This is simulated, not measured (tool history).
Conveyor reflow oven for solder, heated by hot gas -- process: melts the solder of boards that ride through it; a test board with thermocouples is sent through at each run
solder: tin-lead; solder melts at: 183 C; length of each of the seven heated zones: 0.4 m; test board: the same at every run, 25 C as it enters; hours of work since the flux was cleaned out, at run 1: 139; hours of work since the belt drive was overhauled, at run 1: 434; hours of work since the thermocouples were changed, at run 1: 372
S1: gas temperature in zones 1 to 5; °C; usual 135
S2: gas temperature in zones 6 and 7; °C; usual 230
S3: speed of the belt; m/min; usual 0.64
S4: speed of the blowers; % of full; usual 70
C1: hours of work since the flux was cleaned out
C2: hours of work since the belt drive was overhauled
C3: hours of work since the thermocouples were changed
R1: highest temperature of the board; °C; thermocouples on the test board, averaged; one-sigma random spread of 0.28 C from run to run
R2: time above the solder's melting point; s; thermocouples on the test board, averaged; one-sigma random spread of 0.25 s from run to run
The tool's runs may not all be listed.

Run 1, day 0: usual settings; C1 139; C2 434; C3 372. Result: R1 214.3 °C, R2 53.3 s.
Run 2, day 1.567: usual settings; C1 160; C2 455; C3 393. Result: R1 214.4 °C, R2 53 s.
Run 3, day 3.492: usual settings but S4 60 % of full; C1 186; C2 481; C3 419. Result: R1 212.2 °C, R2 50.8 s.
Run 4, day 5.879: usual settings but S4 60 % of full; C1 217; C2 513; C3 450. Result: R1 212 °C, R2 50.9 s.
Run 5, day 7.992: usual settings but S4 60 % of full; C1 246; C2 541; C3 479. Result: R1 212.2 °C, R2 50.8 s.
Run 6, day 9.096: usual settings but S4 60 % of full; C1 261; C2 556; C3 493. Result: R1 212.2 °C, R2 50.6 s.
Run 7, day 10.825: usual settings; C1 284; C2 579; C3 517. Result: R1 214.3 °C, R2 53.1 s.
At day 12.658: thermocouples of zones 6 and 7 changed.
Run 8, day 12.746: usual settings; C1 308; C2 603; C3 1. Result: R1 214.5 °C, R2 52.7 s.
Run 9, day 14.892: usual settings; C1 337; C2 632; C3 30. Result: R1 214.3 °C, R2 53.2 s.
Run 10, day 16.233: usual settings but S1 150 °C; C1 355; C2 650; C3 48. Result: R1 217.3 °C, R2 60.4 s.
At day 17.075: flux residue cleaned out of gas plates and filters.
Run 11, day 17.508: usual settings but S1 150 °C; C1 6; C2 664; C3 62. Result: R1 216.9 °C, R2 61 s.
Run 12, day 19.588: usual settings but S1 148 °C; C1 34; C2 692; C3 90. Result: R1 216.5 °C, R2 59.4 s.
Run 13, day 21.642: usual settings but S1 148 °C, S2 225 °C; C1 61; C2 719; C3 117. Result: R1 212.2 °C, R2 56.2 s.
Run 14, day 23.604: usual settings but S1 148 °C, S2 225 °C; C1 87; C2 746; C3 143. Result: R1 211.8 °C, R2 56.2 s.
Run 15, day 25.462: usual settings but S1 148 °C, S2 225 °C; C1 112; C2 771; C3 168. Result: R1 212.4 °C, R2 56.4 s.
Run 16, day 27.346: usual settings but S1 144 °C, S2 236 °C, S3 0.728 m/min, S4 69 % of full; C1 137; C2 796; C3 193. Result: R1 217.2 °C, R2 50.8 s.
Run 17, day 28.575: usual settings but S1 124 °C, S2 237 °C, S3 0.519 m/min, S4 71 % of full; C1 154; C2 812; C3 210. Result: R1 225.7 °C, R2 72 s.
Run 18, day 30.975: usual settings but S1 124 °C, S2 237 °C, S3 0.519 m/min, S4 71 % of full; C1 186; C2 844; C3 242. Result: R1 225.2 °C, R2 72.3 s.
Run 19, day 32.729: usual settings but S1 124 °C, S2 237 °C, S3 0.519 m/min, S4 71 % of full; C1 209; C2 868; C3 265. Result: R1 225.1 °C, R2 72.1 s.
Run 20, day 34.379: usual settings but S1 124 °C, S2 237 °C, S3 0.519 m/min, S4 75 % of full; C1 231; C2 890; C3 287. Result: R1 226.2 °C, R2 73.2 s.
Run 21, day 35.838: usual settings but S1 138 °C, S2 224 °C, S3 0.623 m/min, S4 90 % of full; C1 251; C2 909; C3 307. Result: R1 213.3 °C, R2 55.8 s.
Run 22, day 38.108: usual settings but S1 138 °C, S2 228 °C, S3 0.623 m/min, S4 67 % of full; C1 281; C2 940; C3 337. Result: R1 213.6 °C, R2 54.8 s.
Run 23, day 40.025: usual settings but S1 138 °C, S2 228 °C, S3 0.623 m/min, S4 67 % of full; C1 307; C2 965; C3 363. Result: R1 213 °C, R2 55.2 s.
Run 24, day 42.383: usual settings but S1 138 °C, S2 228 °C, S3 0.623 m/min, S4 67 % of full; C1 338; C2 997; C3 394. Result: R1 213.4 °C, R2 54.7 s.
At day 44.538: flux residue cleaned out of gas plates and filters.
Run 25, day 44.929: usual settings but S1 127 °C, S2 228 °C, S3 0.632 m/min, S4 54 % of full; C1 5; C2 1028; C3 426. Result: R1 207.8 °C, R2 44.6 s.
Run 26, day 46.283: usual settings but S1 127 °C, S2 228 °C, S3 0.632 m/min, S4 54 % of full; C1 23; C2 1046; C3 444. Result: R1 208.6 °C, R2 44.8 s.
Run 27, day 47.992: usual settings but S1 144 °C, S2 229 °C, S3 0.595 m/min, S4 67 % of full; C1 46; C2 1069; C3 467. Result: R1 216 °C, R2 62.9 s.
Run 28, day 49.238: usual settings but S1 144 °C, S2 233 °C, S3 0.595 m/min, S4 67 % of full; C1 63; C2 1085; C3 483. Result: R1 220 °C, R2 65.8 s.
Run 29, day 51.283: usual settings but S1 148 °C, S2 233 °C, S3 0.595 m/min, S4 67 % of full; C1 90; C2 1113; C3 511. Result: R1 220.5 °C, R2 66.8 s.
Run 30, day 52.596: usual settings but S1 120 °C, S2 235 °C; C1 108; C2 1130; C3 528. Result: R1 215.8 °C, R2 50 s.

Forecast each of these 3 alternatives for the next run:
At day 53.392: thermocouples of zones 6 and 7 changed.
Run A, day 54.004: usual settings but S1 141 °C, S3 0.71 m/min, S4 63 % of full; C1 125; C2 1148; C3 8. Result: R1 ?, R2 ?.
At day 53.392: thermocouples of zones 6 and 7 changed.
Run B, day 54.004: usual settings but S1 148 °C; C1 125; C2 1148; C3 8. Result: R1 ?, R2 ?.
At day 53.392: thermocouples of zones 6 and 7 changed.
Run C, day 54.004: usual settings but S1 128 °C, S4 55 % of full; C1 125; C2 1148; C3 8. Result: R1 ?, R2 ?.

run     R1    R2
  A  210.8  46.2
  B  216.7  59.7
  C  209.7  45.9
Stripped of hidden state, with their random variation kept, the same runs would have yielded:
run     R1    R2
  A  210.8  46.1
  B  216.7  59.6
  C  209.7  45.8
